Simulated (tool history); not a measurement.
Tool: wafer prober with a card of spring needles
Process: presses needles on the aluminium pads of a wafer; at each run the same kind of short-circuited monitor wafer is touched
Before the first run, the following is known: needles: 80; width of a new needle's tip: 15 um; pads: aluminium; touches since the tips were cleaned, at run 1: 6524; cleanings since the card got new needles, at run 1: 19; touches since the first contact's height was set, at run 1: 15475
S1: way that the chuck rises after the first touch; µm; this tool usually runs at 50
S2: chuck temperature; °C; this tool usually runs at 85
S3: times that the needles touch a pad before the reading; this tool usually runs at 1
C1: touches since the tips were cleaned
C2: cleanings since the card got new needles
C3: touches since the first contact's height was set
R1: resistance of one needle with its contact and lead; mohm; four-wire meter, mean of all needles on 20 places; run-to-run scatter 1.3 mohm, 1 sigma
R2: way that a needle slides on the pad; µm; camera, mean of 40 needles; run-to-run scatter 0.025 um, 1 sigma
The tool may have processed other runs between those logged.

| run | hour | S1 | S2 | S3 | C1 | C2 | C3 | R1 | R2 |
|---|---|---|---|---|---|---|---|---|---|
| 1 | 0.0 | 50 | 85 | 1 | 6524 | 19 | 15475 | 217 | 6.23 |
|  | 5.0 | tips cleaned on abrasive film |
|  | 28.2 | tips cleaned on abrasive film |
|  | 48.2 | tips cleaned on abrasive film |
| 2 | 56.0 | 50 | 32 | 1 | 2857 | 22 | 35977 | 203 | 6.17 |
|  | 71.1 | tips cleaned on abrasive film |
|  | 92.6 | tips cleaned on abrasive film |
| 3 | 92.6 | 50 | 85 | 1 | 0 | 24 | 49401 | 120 | 6.19 |
|  | 115.5 | tips cleaned on abrasive film |
| 4 | 125.6 | 50 | 85 | 1 | 3700 | 25 | 61491 | 209 | 6.15 |
|  | 137.5 | tips cleaned on abrasive film |
| 5 | 155.5 | 50 | 85 | 1 | 6616 | 26 | 72480 | 217 | 6.10 |
|  | 158.6 | tips cleaned on abrasive film |
|  | 179.5 | tips cleaned on abrasive film |
| 6 | 192.8 | 50 | 85 | 1 | 4920 | 28 | 86155 | 217 | 6.09 |
|  | 201.4 | tips cleaned on abrasive film |
|  | 223.4 | tips cleaned on abrasive film |
| 7 | 227.7 | 50 | 85 | 1 | 1595 | 30 | 98921 | 190 | 6.08 |
|  | 244.2 | tips cleaned on abrasive film |
|  | 266.4 | tips cleaned on abrasive film |
| 8 | 282.7 | 50 | 85 | 1 | 6022 | 32 | 119108 | 226 | 6.08 |
|  | 287.7 | tips cleaned on abrasive film |
|  | 308.3 | tips cleaned on abrasive film |
| 9 | 326.3 | 32 | 85 | 1 | 6648 | 34 | 135103 | 396 | 3.77 |
|  | 329.6 | tips cleaned on abrasive film |
|  | 352.2 | tips cleaned on abrasive film |
| 10 | 355.1 | 65 | 35 | 1 | 1076 | 36 | 145628 | 137 | 7.84 |
|  | 367.4 | height of the first contact set anew |
|  | 372.3 | tips cleaned on abrasive film |
|  | 395.6 | tips cleaned on abrasive film |
| 11 | 400.7 | 37 | 109 | 1 | 1864 | 38 | 12204 | 261 | 4.62 |
|  | 419.0 | tips cleaned on abrasive film |
|  | 439.4 | tips cleaned on abrasive film |
| 12 | 457.6 | 50 | 111 | 2 | 6688 | 40 | 33073 | 177 | 6.18 |
|  | 461.3 | tips cleaned on abrasive film |
|  | 482.2 | tips cleaned on abrasive film |
| 13 | 501.2 | 50 | 28 | 1 | 6980 | 42 | 49067 | 229 | 6.17 |
|  | 503.6 | tips cleaned on abrasive film |
|  | 527.0 | tips cleaned on abrasive film |
|  | 549.4 | tips cleaned on abrasive film |
| 14 | 550.0 | 37 | 88 | 1 | 218 | 45 | 66943 | 158 | 4.48 |
|  | 570.3 | tips cleaned on abrasive film |
|  | 591.0 | tips cleaned on abrasive film |
| 15 | 602.4 | 37 | 88 | 1 | 4213 | 47 | 86161 | 309 | 4.52 |

The same runs without the tool's hidden state, with the same run-to-run variation:
What the log doesn't record here: debris on the tips, nm; way that the needles fall short of the set height, um; tips' diameter, um; drift of the gauge itself on contact_mohm, %; drift of the gauge itself on scrub_um, %.
| run | R1 | R2 |
|---|---|---|
| 1 | 113 | 6.24 |
| 2 | 105 | 6.22 |
| 3 | 109 | 6.27 |
| 4 | 111 | 6.23 |
| 5 | 109 | 6.20 |
| 6 | 111 | 6.22 |
| 7 | 108 | 6.23 |
| 8 | 112 | 6.25 |
| 9 | 120 | 3.96 |
| 10 | 100 | 8.06 |
| 11 | 119 | 4.64 |
| 12 | 112 | 6.23 |
| 13 | 104 | 6.24 |
| 14 | 115 | 4.59 |
| 15 | 114 | 4.65 |
